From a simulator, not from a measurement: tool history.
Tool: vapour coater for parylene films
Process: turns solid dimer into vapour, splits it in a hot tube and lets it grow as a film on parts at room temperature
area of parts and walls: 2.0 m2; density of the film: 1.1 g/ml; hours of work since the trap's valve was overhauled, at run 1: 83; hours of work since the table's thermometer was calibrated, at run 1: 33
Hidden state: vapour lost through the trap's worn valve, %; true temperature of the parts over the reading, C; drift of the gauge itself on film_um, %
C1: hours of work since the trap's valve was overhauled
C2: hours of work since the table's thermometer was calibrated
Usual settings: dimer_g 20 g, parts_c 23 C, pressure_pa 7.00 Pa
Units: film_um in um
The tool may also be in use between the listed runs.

Run 1, day 0.000: usual settings; C1 83; C2 33. Result: film_um 5.15 um.
Run 2, day 0.538: usual settings but pressure_pa 4.25 Pa; C1 90; C2 39. Result: film_um 5.57 um.
Run 3, day 0.908: usual settings; C1 94; C2 43. Result: film_um 5.16 um.
Run 4, day 1.392: usual settings; C1 99; C2 49. Result: film_um 5.20 um.
Run 5, day 1.829: usual settings; C1 105; C2 54. Result: film_um 5.20 um.
Run 6, day 2.179: usual settings but pressure_pa 6.65 Pa; C1 109; C2 58. Result: film_um 5.27 um.
Run 7, day 2.812: usual settings but pressure_pa 6.65 Pa; C1 116; C2 66. Result: film_um 5.27 um.
Run 8, day 3.400: usual settings but pressure_pa 3.42 Pa; C1 123; C2 72. Result: film_um 5.82 um.
Run 9, day 4.083: usual settings but dimer_g 10 g; C1 131; C2 80. Result: film_um 2.61 um.
Run 10, day 4.683: usual settings but dimer_g 12 g; C1 138; C2 87. Result: film_um 3.14 um.
Run 11, day 4.988: usual settings but dimer_g 12 g; C1 141; C2 91. Result: film_um 3.10 um.
Run 12, day 5.400: usual settings but dimer_g 12 g, parts_c 17 C; C1 146; C2 96. Result: film_um 4.02 um.
Run 13, day 6.054: usual settings but dimer_g 12 g, parts_c 17 C; C1 153; C2 103. Result: film_um 4.11 um.
Run 14, day 6.508: usual settings but parts_c 20 C; C1 159; C2 108. Result: film_um 5.92 um.
Run 15, day 6.996: usual settings but parts_c 20 C; C1 164; C2 114. Result: film_um 5.99 um.
Run 16, day 7.625: usual settings; C1 172; C2 121. Result: film_um 5.25 um.
Run 17, day 7.996: usual settings but pressure_pa 4.59 Pa; C1 176; C2 126. Result: film_um 5.45 um.
Run 18, day 8.392: usual settings but pressure_pa 4.59 Pa; C1 181; C2 130. Result: film_um 5.57 um.
Run 19, day 8.767: usual settings but pressure_pa 4.59 Pa; C1 185; C2 135. Result: film_um 5.60 um.
Run 20, day 9.079: usual settings but pressure_pa 4.43 Pa; C1 189; C2 138. Result: film_um 5.50 um.
Run 21, day 9.779: usual settings but pressure_pa 4.43 Pa; C1 197; C2 146. Result: film_um 5.62 um.
Run 22, day 10.354: usual settings but pressure_pa 4.43 Pa; C1 203; C2 153. Result: film_um 5.53 um.
Run 23, day 11.075: usual settings but dimer_g 24 g, parts_c 32 C, pressure_pa 5.17 Pa; C1 212; C2 161. Result: film_um 4.37 um.
Run 24, day 11.504: usual settings but parts_c 26 C; C1 217; C2 166. Result: film_um 4.61 um.
Run 25, day 12.200: usual settings but parts_c 26 C; C1 225; C2 174. Result: film_um 4.60 um.
Run 26, day 12.850: usual settings but parts_c 26 C; C1 232; C2 182. Result: film_um 4.62 um.
Run 27, day 13.229: usual settings but parts_c 26 C; C1 237; C2 186. Result: film_um 4.50 um.
Run 28, day 13.575: usual settings but dimer_g 24 g, parts_c 17 C; C1 241; C2 190. Result: film_um 8.29 um.
Run 29, day 14.117: usual settings but dimer_g 9 g, parts_c 16 C, pressure_pa 2.28 Pa; C1 247; C2 197. Result: film_um 3.77 um.
Run 30, day 14.462: usual settings but parts_c 16 C, pressure_pa 4.03 Pa; C1 251; C2 201. Result: film_um 7.68 um.
Run 31, day 15.171: usual settings but dimer_g 19 g, pressure_pa 5.14 Pa; C1 259; C2 209. Result: film_um 5.18 um.
Run 32, day 15.567: usual settings but parts_c 30 C; C1 264; C2 213. Result: film_um 3.78 um.

The next listed run, before its measurement:
Run 33, day 16.117: usual settings but dimer_g 26 g, parts_c 33 C; C1 270; C2 220. Result: film_um ?.

{"run 33": {"film_um": 4.27}}
Without the tool's hidden state the same run would have given film_um 4.28 um.

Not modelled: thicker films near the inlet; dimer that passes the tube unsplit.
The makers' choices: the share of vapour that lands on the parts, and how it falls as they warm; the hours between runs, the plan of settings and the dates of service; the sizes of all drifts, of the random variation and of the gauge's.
